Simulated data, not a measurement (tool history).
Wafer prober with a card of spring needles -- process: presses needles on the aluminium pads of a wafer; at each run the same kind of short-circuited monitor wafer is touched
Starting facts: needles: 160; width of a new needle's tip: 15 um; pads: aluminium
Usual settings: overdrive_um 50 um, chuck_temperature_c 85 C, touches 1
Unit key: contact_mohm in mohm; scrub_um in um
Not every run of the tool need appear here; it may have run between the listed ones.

run 1 day=0.000 | overdrive_um=50 chuck_temperature_c=85 touches=1 | contact_mohm=290 scrub_um=6.691
run 2 day=1.417 | overdrive_um=50 chuck_temperature_c=88 touches=1 | contact_mohm=406 scrub_um=6.684
-- day=2.300 tips cleaned on abrasive film
run 3 day=4.000 | overdrive_um=50 chuck_temperature_c=68 touches=1 | contact_mohm=408 scrub_um=6.667
-- day=4.725 tips cleaned on abrasive film
run 4 day=5.179 | overdrive_um=50 chuck_temperature_c=68 touches=1 | contact_mohm=311 scrub_um=6.669
run 5 day=6.592 | overdrive_um=50 chuck_temperature_c=44 touches=1 | contact_mohm=410 scrub_um=6.676
-- day=7.171 tips cleaned on abrasive film
run 6 day=7.775 | overdrive_um=50 chuck_temperature_c=44 touches=1 | contact_mohm=318 scrub_um=6.659
-- day=9.546 tips cleaned on abrasive film
run 7 day=9.546 | overdrive_um=50 chuck_temperature_c=44 touches=1 | contact_mohm=236 scrub_um=6.658
-- day=11.962 tips cleaned on abrasive film
run 8 day=11.962 | overdrive_um=50 chuck_temperature_c=85 touches=2 | contact_mohm=244 scrub_um=6.649
-- day=14.325 tips cleaned on abrasive film
run 9 day=14.383 | overdrive_um=50 chuck_temperature_c=85 touches=2 | contact_mohm=251 scrub_um=6.646
run 10 day=16.600 | overdrive_um=50 chuck_temperature_c=85 touches=2 | contact_mohm=350 scrub_um=6.645
-- day=16.767 tips cleaned on abrasive film
run 11 day=18.338 | overdrive_um=50 chuck_temperature_c=85 touches=2 | contact_mohm=327 scrub_um=6.641
-- day=19.167 tips cleaned on abrasive film
-- day=20.188 height of the first contact set anew
run 12 day=20.200 | overdrive_um=50 chuck_temperature_c=85 touches=2 | contact_mohm=317 scrub_um=6.695
-- day=21.683 tips cleaned on abrasive film
run 13 day=22.612 | overdrive_um=50 chuck_temperature_c=49 touches=2 | contact_mohm=303 scrub_um=6.686
-- day=24.192 tips cleaned on abrasive film
run 14 day=25.017 | overdrive_um=50 chuck_temperature_c=49 touches=2 | contact_mohm=305 scrub_um=6.684
-- day=26.767 tips cleaned on abrasive film
run 15 day=27.158 | overdrive_um=50 chuck_temperature_c=49 touches=2 | contact_mohm=277 scrub_um=6.684
run 16 day=28.838 | overdrive_um=50 chuck_temperature_c=49 touches=2 | contact_mohm=349 scrub_um=6.676
-- day=29.121 tips cleaned on abrasive film
run 17 day=30.321 | overdrive_um=50 chuck_temperature_c=85 touches=2 | contact_mohm=321 scrub_um=6.670
-- day=31.554 tips cleaned on abrasive film
run 18 day=32.212 | overdrive_um=65 chuck_temperature_c=36 touches=1 | contact_mohm=293 scrub_um=8.669
-- day=34.062 tips cleaned on abrasive film
run 19 day=34.962 | overdrive_um=45 chuck_temperature_c=104 touches=2 | contact_mohm=330 scrub_um=5.995
-- day=36.488 tips cleaned on abrasive film
run 20 day=37.671 | overdrive_um=50 chuck_temperature_c=72 touches=1 | contact_mohm=387 scrub_um=6.656
-- day=38.821 tips cleaned on abrasive film
run 21 day=40.488 | overdrive_um=42 chuck_temperature_c=89 touches=2 | contact_mohm=387 scrub_um=5.574
-- day=41.242 tips cleaned on abrasive film
run 22 day=41.854 | overdrive_um=54 chuck_temperature_c=33 touches=1 | contact_mohm=315 scrub_um=7.179
run 23 day=43.158 | overdrive_um=50 chuck_temperature_c=39 touches=1 | contact_mohm=430 scrub_um=6.631
-- day=43.771 tips cleaned on abrasive film
-- day=45.254 height of the first contact set anew
run 24 day=45.650 | overdrive_um=50 chuck_temperature_c=55 touches=2 | contact_mohm=343 scrub_um=6.695
-- day=46.183 tips cleaned on abrasive film
run 25 day=47.417 | overdrive_um=50 chuck_temperature_c=28 touches=1 | contact_mohm=392 scrub_um=6.695
-- day=48.675 tips cleaned on abrasive film
run 26 day=49.988 | overdrive_um=50 chuck_temperature_c=28 touches=1 | contact_mohm=394 scrub_um=6.678
-- day=51.021 tips cleaned on abrasive film
run 27 day=51.217 | overdrive_um=61 chuck_temperature_c=90 touches=2 | contact_mohm=252 scrub_um=8.151
run 28 day=52.762 | overdrive_um=48 chuck_temperature_c=28 touches=1 | contact_mohm=442 scrub_um=6.409
-- day=53.367 tips cleaned on abrasive film
run 29 day=54.475 | overdrive_um=32 chuck_temperature_c=37 touches=1 | contact_mohm=600 scrub_um=4.254

Results for each run, recomputed without the tool's hidden state and with each run's random variation untouched:
Hidden conditions of the tool in this case: debris on the tips, nm; way that the needles fall short of the set height, um; tips' diameter, um; drift of the gauge itself on contact_mohm, %; drift of the gauge itself on scrub_um, %.
run=1 contact_mohm=227 scrub_um=6.705
run=2 contact_mohm=230 scrub_um=6.698
run=3 contact_mohm=222 scrub_um=6.688
run=4 contact_mohm=228 scrub_um=6.696
run=5 contact_mohm=217 scrub_um=6.703
run=6 contact_mohm=217 scrub_um=6.693
run=7 contact_mohm=221 scrub_um=6.699
run=8 contact_mohm=230 scrub_um=6.697
run=9 contact_mohm=232 scrub_um=6.700
run=10 contact_mohm=229 scrub_um=6.698
run=11 contact_mohm=222 scrub_um=6.702
run=12 contact_mohm=228 scrub_um=6.695
run=13 contact_mohm=219 scrub_um=6.691
run=14 contact_mohm=224 scrub_um=6.696
run=15 contact_mohm=224 scrub_um=6.701
run=16 contact_mohm=221 scrub_um=6.693
run=17 contact_mohm=230 scrub_um=6.694
run=18 contact_mohm=216 scrub_um=8.700
run=19 contact_mohm=235 scrub_um=6.033
run=20 contact_mohm=226 scrub_um=6.700
run=21 contact_mohm=233 scrub_um=5.622
run=22 contact_mohm=214 scrub_um=7.234
run=23 contact_mohm=218 scrub_um=6.686
run=24 contact_mohm=222 scrub_um=6.695
run=25 contact_mohm=216 scrub_um=6.702
run=26 contact_mohm=212 scrub_um=6.692
run=27 contact_mohm=228 scrub_um=8.173
run=28 contact_mohm=217 scrub_um=6.430
run=29 contact_mohm=223 scrub_um=4.283
